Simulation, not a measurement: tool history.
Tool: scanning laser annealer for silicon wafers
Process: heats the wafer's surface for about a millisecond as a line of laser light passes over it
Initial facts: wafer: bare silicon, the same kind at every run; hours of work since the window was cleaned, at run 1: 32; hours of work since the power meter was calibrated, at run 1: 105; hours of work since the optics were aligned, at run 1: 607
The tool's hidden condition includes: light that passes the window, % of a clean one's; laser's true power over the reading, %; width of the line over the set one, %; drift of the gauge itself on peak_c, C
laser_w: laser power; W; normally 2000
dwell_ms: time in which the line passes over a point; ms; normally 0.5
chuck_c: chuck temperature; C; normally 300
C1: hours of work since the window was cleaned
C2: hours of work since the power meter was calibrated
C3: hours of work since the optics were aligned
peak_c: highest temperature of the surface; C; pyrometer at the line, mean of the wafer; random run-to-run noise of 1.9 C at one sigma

{"run": 1, "hour": 0.0, "laser_w": 2000, "dwell_ms": 0.5, "chuck_c": 300, "C1": 32, "C2": 105, "C3": 607, "peak_c": 1075}
{"run": 2, "hour": 31.3, "laser_w": 2000, "dwell_ms": 0.5, "chuck_c": 300, "C1": 57, "C2": 130, "C3": 632, "peak_c": 1075}
{"run": 3, "hour": 57.2, "laser_w": 2000, "dwell_ms": 0.5, "chuck_c": 300, "C1": 77, "C2": 151, "C3": 652, "peak_c": 1077}
{"run": 4, "hour": 72.5, "laser_w": 2000, "dwell_ms": 0.5, "chuck_c": 300, "C1": 90, "C2": 163, "C3": 664, "peak_c": 1076}
{"run": 5, "hour": 92.6, "laser_w": 2000, "dwell_ms": 0.5, "chuck_c": 300, "C1": 106, "C2": 179, "C3": 680, "peak_c": 1076}
{"run": 6, "hour": 114.6, "laser_w": 2000, "dwell_ms": 0.5, "chuck_c": 300, "C1": 123, "C2": 197, "C3": 698, "peak_c": 1076}
{"run": 7, "hour": 133.1, "laser_w": 2000, "dwell_ms": 0.5, "chuck_c": 300, "C1": 138, "C2": 211, "C3": 713, "peak_c": 1073}
{"run": 8, "hour": 155.4, "laser_w": 2000, "dwell_ms": 0.5, "chuck_c": 300, "C1": 156, "C2": 229, "C3": 730, "peak_c": 1077}
{"run": 9, "hour": 184.7, "laser_w": 2000, "dwell_ms": 0.5, "chuck_c": 300, "C1": 179, "C2": 252, "C3": 754, "peak_c": 1076}
{"run": 10, "hour": 209.0, "laser_w": 2000, "dwell_ms": 0.5, "chuck_c": 300, "C1": 198, "C2": 272, "C3": 773, "peak_c": 1072}
{"run": 11, "hour": 229.6, "laser_w": 1775, "dwell_ms": 0.452, "chuck_c": 300, "C1": 215, "C2": 288, "C3": 790, "peak_c": 961}
{"run": 12, "hour": 254.6, "laser_w": 1775, "dwell_ms": 0.452, "chuck_c": 300, "C1": 235, "C2": 308, "C3": 809, "peak_c": 960}
{"run": 13, "hour": 286.1, "laser_w": 1775, "dwell_ms": 0.452, "chuck_c": 300, "C1": 260, "C2": 333, "C3": 835, "peak_c": 958}
{"run": 14, "hour": 314.4, "laser_w": 1964, "dwell_ms": 0.525, "chuck_c": 268, "C1": 282, "C2": 356, "C3": 857, "peak_c": 1043}
{"run": 15, "hour": 330.2, "laser_w": 1757, "dwell_ms": 0.453, "chuck_c": 304, "C1": 295, "C2": 368, "C3": 870, "peak_c": 959}
{"run": 16, "hour": 353.7, "laser_w": 1757, "dwell_ms": 0.453, "chuck_c": 304, "C1": 313, "C2": 387, "C3": 888, "peak_c": 954}
{"run": 17, "hour": 379.5, "laser_w": 2000, "dwell_ms": 0.45, "chuck_c": 300, "C1": 334, "C2": 407, "C3": 909, "peak_c": 1028}
{"run": 18, "hour": 404.2, "laser_w": 2028, "dwell_ms": 0.508, "chuck_c": 300, "C1": 354, "C2": 427, "C3": 929, "peak_c": 1084}
{"run": 19, "hour": 423.5, "laser_w": 2000, "dwell_ms": 0.35, "chuck_c": 262, "C1": 369, "C2": 442, "C3": 944, "peak_c": 905}

5 options for the next run, each taken on its own from the tool as it stands now. Forecast them:
{"run": "A", "hour": 447.0, "laser_w": 2101, "dwell_ms": 0.59, "chuck_c": 304, "C1": 388, "C2": 461, "C3": 963, "peak_c": "?"}
{"run": "B", "hour": 447.0, "laser_w": 2000, "dwell_ms": 0.385, "chuck_c": 262, "C1": 388, "C2": 461, "C3": 963, "peak_c": "?"}
{"run": "C", "hour": 447.0, "laser_w": 1905, "dwell_ms": 0.403, "chuck_c": 285, "C1": 388, "C2": 461, "C3": 963, "peak_c": "?"}
{"run": "D", "hour": 447.0, "laser_w": 2000, "dwell_ms": 0.431, "chuck_c": 300, "C1": 388, "C2": 461, "C3": 963, "peak_c": "?"}
{"run": "E", "hour": 447.0, "laser_w": 2008, "dwell_ms": 0.35, "chuck_c": 306, "C1": 388, "C2": 461, "C3": 963, "peak_c": "?"}

run=A peak_c=1169
run=B peak_c=937
run=C peak_c=945
run=D peak_c=1013
run=E peak_c=954
Stripped of hidden state, with their random variation kept, the same runs would have yielded:
run=A peak_c=1194
run=B peak_c=957
run=C peak_c=965
run=D peak_c=1034
run=E peak_c=973
